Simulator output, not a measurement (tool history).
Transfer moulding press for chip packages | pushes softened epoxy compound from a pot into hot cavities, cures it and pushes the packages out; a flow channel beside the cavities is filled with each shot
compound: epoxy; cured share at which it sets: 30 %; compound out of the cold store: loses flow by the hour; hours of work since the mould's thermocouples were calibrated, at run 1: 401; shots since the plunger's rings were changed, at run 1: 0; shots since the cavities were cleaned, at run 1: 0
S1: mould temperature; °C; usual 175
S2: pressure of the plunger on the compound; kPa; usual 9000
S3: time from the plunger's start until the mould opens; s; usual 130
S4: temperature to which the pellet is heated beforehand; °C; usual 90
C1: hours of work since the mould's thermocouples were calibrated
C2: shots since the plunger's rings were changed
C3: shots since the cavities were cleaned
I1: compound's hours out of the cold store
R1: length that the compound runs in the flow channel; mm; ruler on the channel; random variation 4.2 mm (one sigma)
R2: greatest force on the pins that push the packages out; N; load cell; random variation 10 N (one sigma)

run	hour	S1	S2	S3	S4	C1	C2	C3	I1	R1	R2
1	0.0	175	9000	130	90	401	0	0	29.1	579	472
2	18.5	175	9000	130	90	410	133	133	38.0	573	502
3	47.4	175	9000	130	90	425	339	339	28.9	583	576
4	86.4	175	9000	130	90	444	620	620	20.5	596	609
# hour 94.5: cavities cleaned with cleaning compound and waxed
5	125.2	175	9000	130	90	463	887	220	37.8	561	517
6	156.6	175	9000	130	90	478	1112	445	33.5	571	568
# hour 190.9: cavities cleaned with cleaning compound and waxed
# hour 201.5: mould's thermocouples calibrated
7	201.5	175	9000	130	90	0	1409	62	25.5	581	485
8	237.4	171	9000	130	90	18	1667	320	36.2	560	692
9	261.0	175	9000	130	97	30	1836	489	24.5	582	572
# hour 284.9: mould's thermocouples calibrated, once more
# hour 289.8: cavities cleaned with cleaning compound and waxed
10	295.3	171	9000	130	97	4	2057	40	43.9	538	542
11	330.2	171	9000	130	97	22	2307	290	28.8	580	704
12	357.5	171	9000	130	97	35	2503	486	47.6	537	752
13	375.3	171	9000	127	97	44	2631	614	31.7	569	825
# hour 384.1: cavities cleaned with cleaning compound and waxed
14	394.9	171	9000	127	97	53	2761	78	26.2	577	660
15	413.3	175	10190	163	92	62	2892	209	28.8	596	410
16	441.1	172	10190	163	92	76	3092	409	47.3	558	511
# hour 464.8: plunger's sealing rings changed
17	469.9	175	9000	130	97	89	36	597	47.3	551	583
# hour 480.0: cavities cleaned with cleaning compound and waxed
18	492.5	175	9000	130	97	100	188	89	33.6	578	463
19	509.6	178	7930	161	100	108	310	211	10.2	586	396
20	547.8	178	7930	161	100	127	585	486	29.2	543	454
21	570.8	178	7930	161	100	138	750	651	28.7	540	493
# hour 575.0: cavities cleaned with cleaning compound and waxed
22	606.1	170	9090	156	93	155	992	223	34.9	579	516
23	646.6	172	7100	154	93	175	1283	514	8.5	561	567
# hour 668.3: cavities cleaned with cleaning compound and waxed
24	680.3	175	9000	137	96	191	1514	87	17.2	591	439
25	701.8	180	8290	130	90	202	1668	241	45.9	499	431
26	735.8	180	8290	115	90	219	1912	485	33.2	525	561
# hour 763.1: cavities cleaned with cleaning compound and waxed
27	766.9	173	9000	130	90	234	2124	27	37.7	556	501

Forecast each of these 5 alternatives for the next run:
A	808.4	177	9000	130	93	254	2422	325	47.6	?	?
B	808.4	175	7180	110	81	254	2422	325	28.2	?	?
C	808.4	171	9650	130	92	254	2422	325	11.2	?	?
D	808.4	173	10180	119	95	254	2422	325	15.7	?	?
E	808.4	181	7200	122	90	254	2422	325	11.9	?	?

run	R1	R2
A	521	473
B	508	771
C	634	754
D	636	728
E	520	453
Without the tool's hidden state the same runs would have given:
run	R1	R2
A	546	386
B	532	645
C	665	632
D	667	609
E	545	369

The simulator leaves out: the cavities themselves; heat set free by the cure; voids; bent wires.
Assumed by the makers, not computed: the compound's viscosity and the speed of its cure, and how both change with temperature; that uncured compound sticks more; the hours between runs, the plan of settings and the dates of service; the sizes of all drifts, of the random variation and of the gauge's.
